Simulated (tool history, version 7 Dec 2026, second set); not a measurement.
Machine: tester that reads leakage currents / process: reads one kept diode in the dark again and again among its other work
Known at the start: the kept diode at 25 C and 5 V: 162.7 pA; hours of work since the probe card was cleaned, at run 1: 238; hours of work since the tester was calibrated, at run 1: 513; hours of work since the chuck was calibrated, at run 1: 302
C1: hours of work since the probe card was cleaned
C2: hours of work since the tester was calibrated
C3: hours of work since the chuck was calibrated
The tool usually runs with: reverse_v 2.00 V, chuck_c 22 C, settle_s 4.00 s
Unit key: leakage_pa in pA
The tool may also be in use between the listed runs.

Run 1, hour 0.0: usual settings; C1 238; C2 513; C3 302. Result: leakage_pa 77.91 pA.
Run 2, hour 35.8: usual settings; C1 252; C2 528; C3 317. Result: leakage_pa 78.71 pA.
Run 3, hour 70.5: usual settings; C1 267; C2 542; C3 331. Result: leakage_pa 78.71 pA.
Run 4, hour 103.7: usual settings; C1 280; C2 556; C3 345. Result: leakage_pa 77.98 pA.
At hour 108.4: tester calibrated.
Run 5, hour 123.9: usual settings; C1 288; C2 6; C3 352. Result: leakage_pa 78.05 pA.
Run 6, hour 151.1: usual settings; C1 299; C2 18; C3 364. Result: leakage_pa 78.32 pA.
Run 7, hour 175.6: usual settings but chuck_c 48 C; C1 309; C2 28; C3 374. Result: leakage_pa 723.91 pA.
At hour 214.4: tester calibrated, once more.
Run 8, hour 219.2: usual settings but reverse_v 2.47 V, chuck_c 53 C; C1 326; C2 2; C3 391. Result: leakage_pa 1184.05 pA.
Run 9, hour 244.8: usual settings but reverse_v 2.19 V, chuck_c 46 C, settle_s 1.44 s; C1 337; C2 13; C3 401. Result: leakage_pa 645.86 pA.
Run 10, hour 282.2: usual settings but reverse_v 16.33 V, chuck_c 53 C, settle_s 1.44 s; C1 352; C2 28; C3 417. Result: leakage_pa 2861.19 pA.
Run 11, hour 311.6: usual settings but reverse_v 7.62 V, chuck_c 39 C, settle_s 1.49 s; C1 364; C2 40; C3 429. Result: leakage_pa 652.24 pA.

Branching from run 11: 3 alternative next runs. What would each branch give?
Run A, hour 339.9: usual settings but reverse_v 1.81 V, settle_s 0.31 s; C1 376; C2 52; C3 441. Result: leakage_pa ?.
Run B, hour 339.9: usual settings but reverse_v 1.32 V, chuck_c 39 C, settle_s 1.49 s; C1 376; C2 52; C3 441. Result: leakage_pa ?.
Run C, hour 339.9: usual settings but reverse_v 4.67 V, chuck_c 33 C, settle_s 1.72 s; C1 376; C2 52; C3 441. Result: leakage_pa ?.

run  leakage_pa
  A       75.23
  B      283.69
  C      310.42
With the hidden condition removed and each run's random variation left untouched, the same runs would have given:
run  leakage_pa
  A       77.92
  B      295.83
  C      322.32

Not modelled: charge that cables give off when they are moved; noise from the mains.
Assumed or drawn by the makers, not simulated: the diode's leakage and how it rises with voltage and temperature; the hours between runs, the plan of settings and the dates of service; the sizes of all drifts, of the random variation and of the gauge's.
